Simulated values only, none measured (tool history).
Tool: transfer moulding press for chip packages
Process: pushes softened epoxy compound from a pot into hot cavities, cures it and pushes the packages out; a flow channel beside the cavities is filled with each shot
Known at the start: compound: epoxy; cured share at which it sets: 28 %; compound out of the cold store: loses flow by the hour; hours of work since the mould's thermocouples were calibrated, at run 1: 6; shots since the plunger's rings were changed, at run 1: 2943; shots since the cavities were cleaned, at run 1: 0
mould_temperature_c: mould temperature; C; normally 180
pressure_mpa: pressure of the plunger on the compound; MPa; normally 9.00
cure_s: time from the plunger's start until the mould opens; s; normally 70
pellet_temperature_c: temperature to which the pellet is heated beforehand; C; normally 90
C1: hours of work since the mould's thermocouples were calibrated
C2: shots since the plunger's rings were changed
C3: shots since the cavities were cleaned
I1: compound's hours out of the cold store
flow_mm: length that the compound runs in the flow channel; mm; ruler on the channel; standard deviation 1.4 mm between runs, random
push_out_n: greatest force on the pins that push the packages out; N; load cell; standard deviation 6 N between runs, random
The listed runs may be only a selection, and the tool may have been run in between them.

Run 1, day 0.000: usual settings; C1 6; C2 2943; C3 0; I1 43.5. Result: flow_mm 440 mm, push_out_n 211 N.
Run 2, day 0.425: usual settings; C1 12; C2 3079; C3 136; I1 44.9. Result: flow_mm 436 mm, push_out_n 275 N.
Run 3, day 0.846: usual settings but cure_s 94 s; C1 17; C2 3213; C3 270; I1 22.7. Result: flow_mm 506 mm, push_out_n 291 N.
Run 4, day 1.104: usual settings but cure_s 94 s; C1 21; C2 3297; C3 354; I1 20.8. Result: flow_mm 509 mm, push_out_n 308 N.
Run 5, day 1.433: usual settings but cure_s 94 s; C1 25; C2 3402; C3 459; I1 36.3. Result: flow_mm 459 mm, push_out_n 335 N.
Run 6, day 1.725: usual settings but cure_s 94 s; C1 29; C2 3496; C3 553; I1 22.6. Result: flow_mm 501 mm, push_out_n 336 N.
Run 7, day 2.071: usual settings; C1 33; C2 3606; C3 663; I1 13.6. Result: flow_mm 535 mm, push_out_n 382 N.
Run 8, day 2.450: usual settings but mould_temperature_c 182 C; C1 38; C2 3728; C3 785; I1 37.7. Result: flow_mm 453 mm, push_out_n 377 N.
Run 9, day 2.688: usual settings but pellet_temperature_c 98 C; C1 42; C2 3804; C3 861; I1 40.7. Result: flow_mm 445 mm, push_out_n 399 N.
At day 2.992: cavities cleaned with cleaning compound and waxed.
Run 10, day 3.129: usual settings but pellet_temperature_c 98 C; C1 47; C2 3926; C3 44; I1 16.0. Result: flow_mm 524 mm, push_out_n 251 N.
Run 11, day 3.438: usual settings but pellet_temperature_c 98 C; C1 51; C2 4025; C3 143; I1 28.1. Result: flow_mm 486 mm, push_out_n 299 N.
Run 12, day 3.683: usual settings but cure_s 51 s; C1 54; C2 4102; C3 220; I1 19.8. Result: flow_mm 510 mm, push_out_n 527 N.
Run 13, day 3.962: usual settings but cure_s 51 s; C1 58; C2 4192; C3 310; I1 46.1. Result: flow_mm 430 mm, push_out_n 518 N.
Run 14, day 4.175: usual settings but cure_s 51 s; C1 61; C2 4261; C3 379; I1 19.2. Result: flow_mm 512 mm, push_out_n 611 N.
Run 15, day 4.538: usual settings but mould_temperature_c 187 C, pressure_mpa 8.37 MPa, cure_s 58 s, pellet_temperature_c 84 C; C1 65; C2 4377; C3 495; I1 35.4. Result: flow_mm 435 mm, push_out_n 358 N.
Run 16, day 4.762: usual settings but mould_temperature_c 174 C, pellet_temperature_c 88 C; C1 68; C2 4449; C3 567; I1 28.7. Result: flow_mm 488 mm, push_out_n 484 N.
Run 17, day 5.146: usual settings but mould_temperature_c 174 C, pellet_temperature_c 88 C; C1 73; C2 4571; C3 689; I1 39.5. Result: flow_mm 455 mm, push_out_n 482 N.
Run 18, day 5.429: usual settings but pressure_mpa 7.02 MPa, cure_s 53 s; C1 77; C2 4663; C3 781; I1 41.5. Result: flow_mm 388 mm, push_out_n 556 N.
Run 19, day 5.838: usual settings but mould_temperature_c 186 C, pressure_mpa 7.02 MPa, cure_s 107 s; C1 83; C2 4793; C3 911; I1 33.5. Result: flow_mm 406 mm, push_out_n 334 N.

Forecast run 20:
At day 5.975: cavities cleaned with cleaning compound and waxed.
Run 20, day 6.242: usual settings but mould_temperature_c 187 C, pressure_mpa 9.45 MPa, cure_s 53 s, pellet_temperature_c 93 C; C1 87; C2 4903; C3 85; I1 13.0. Result: flow_mm ?, push_out_n ?.

flow_mm: 534 mm
push_out_n: 295 N
Without the tool's hidden state the same run would have given flow_mm 554 mm, push_out_n 250 N.
